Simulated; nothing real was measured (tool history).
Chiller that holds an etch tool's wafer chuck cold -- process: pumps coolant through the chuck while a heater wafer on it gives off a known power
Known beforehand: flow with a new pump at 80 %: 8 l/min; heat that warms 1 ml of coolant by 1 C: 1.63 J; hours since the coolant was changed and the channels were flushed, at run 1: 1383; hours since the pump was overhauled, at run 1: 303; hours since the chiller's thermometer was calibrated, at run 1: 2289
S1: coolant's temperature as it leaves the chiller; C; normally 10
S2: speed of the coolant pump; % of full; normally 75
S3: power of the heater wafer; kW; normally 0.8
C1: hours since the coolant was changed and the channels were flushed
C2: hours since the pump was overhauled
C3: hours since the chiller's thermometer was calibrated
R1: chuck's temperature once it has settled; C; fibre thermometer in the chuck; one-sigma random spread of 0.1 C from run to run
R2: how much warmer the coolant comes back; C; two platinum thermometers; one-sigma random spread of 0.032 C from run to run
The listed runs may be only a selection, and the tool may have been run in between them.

Run 1, hour 0: usual settings; C1 1383; C2 303; C3 2289. Result: R1 16.7 C, R2 3.94 C.
Run 2, hour 15.2: usual settings; C1 1398; C2 318; C3 2304. Result: R1 16.6 C, R2 3.89 C.
Run 3, hour 44.7: usual settings but S3 0.654 kW; C1 1427; C2 348; C3 2334. Result: R1 15.5 C, R2 3.19 C.
Run 4, hour 73.8: usual settings but S3 0.654 kW; C1 1456; C2 377; C3 2363. Result: R1 15.3 C, R2 3.21 C.
Run 5, hour 95.7: usual settings but S1 4 C; C1 1478; C2 399; C3 2385. Result: R1 10.5 C, R2 3.94 C.
Run 6, hour 116.5: usual settings; C1 1499; C2 420; C3 2406. Result: R1 16.6 C, R2 3.93 C.
Run 7, hour 139.4: usual settings; C1 1522; C2 443; C3 2429. Result: R1 16.6 C, R2 3.9 C.
Run 8, hour 167: usual settings; C1 1550; C2 470; C3 2456. Result: R1 16.7 C, R2 3.9 C.
Run 9, hour 183.8: usual settings but S3 0.712 kW; C1 1566; C2 487; C3 2473. Result: R1 15.9 C, R2 3.55 C.
Run 10, hour 202.4: usual settings but S1 1 C, S2 100 % of full, S3 0.409 kW; C1 1585; C2 506; C3 2492. Result: R1 3.8 C, R2 1.5 C.

Run 11 is up next; what results do you expect?
Run 11, hour 231.6: usual settings but S1 11 C, S2 86 % of full, S3 0.533 kW; C1 1614; C2 535; C3 2521. Result: R1 ?, R2 ?.

{"run 11": {"R1": 15.1, "R2": 2.31}}
Take away the tool's hidden state, keep the run-to-run variation as it was, and the same run would have given R1 15.1 C, R2 2.31 C.
